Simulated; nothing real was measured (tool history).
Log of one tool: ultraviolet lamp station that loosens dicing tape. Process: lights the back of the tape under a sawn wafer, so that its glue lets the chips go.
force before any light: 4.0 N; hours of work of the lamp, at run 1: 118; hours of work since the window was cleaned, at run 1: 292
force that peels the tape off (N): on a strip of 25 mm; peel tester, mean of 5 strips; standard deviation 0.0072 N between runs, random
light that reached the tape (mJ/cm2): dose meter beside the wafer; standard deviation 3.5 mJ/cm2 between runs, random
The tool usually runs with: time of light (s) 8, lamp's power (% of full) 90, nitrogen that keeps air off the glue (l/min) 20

run	hour	time of light (s)	lamp's power (% of full)	nitrogen that keeps air off the glue (l/min)	hours of work of the lamp	hours of work since the window was cleaned	force that peels the tape off (N)	light that reached the tape (mJ/cm2)
1	0	8	90	20	118	292	0.314	505
2	19.5	8	90	20	128	302	0.312	497
3	37.2	8	90	20	137	311	0.33	496
4	56.7	8	90	20	147	320	0.319	491
5	68.4	8	67	20	152	326	0.542	367
6	91.1	8	80	20	164	338	0.394	436
7	109.6	5	90	20	173	347	0.721	303
8	131.4	5	90	20	184	358	0.755	301
9	151.7	5	90	20	194	368	0.719	300
10	169.7	8	90	20	203	377	0.333	478
11	191.1	8	90	20	214	388	0.36	482
12	207.4	8	90	14	222	396	0.45	462
# hour 209.1: window cleaned of glue's vapour
13	225.6	11	90	38	231	8	0.17	603
14	242	11	90	38	239	16	0.165	596
15	262.4	8	75	20	249	27	0.559	364
16	279.4	8	75	20	258	35	0.559	369
17	293.6	8	75	20	265	42	0.577	358
18	309.2	6	89	8	273	50	1.165	319
19	328.3	6	89	8	282	60	1.179	316
# hour 347: window cleaned of glue's vapour, once more
20	347.4	7	90	12	292	0	0.512	465

4 ways to go on from here, each from the tool as it stands after run 20. What would each give?
A	359.6	4	95	20	298	6	?	?
B	359.6	10	63	12	298	6	?	?
C	359.6	4	87	18	298	6	?	?
D	359.6	13	98	36	298	6	?	?

run	force that peels the tape off (N)	light that reached the tape (mJ/cm2)
A	0.849	279
B	0.525	467
C	0.993	256
D	0.155	937
With no hidden state in the tool, these same runs would have given:
run	force that peels the tape off (N)	light that reached the tape (mJ/cm2)
A	0.785	295
B	0.478	493
C	0.924	271
D	0.154	989
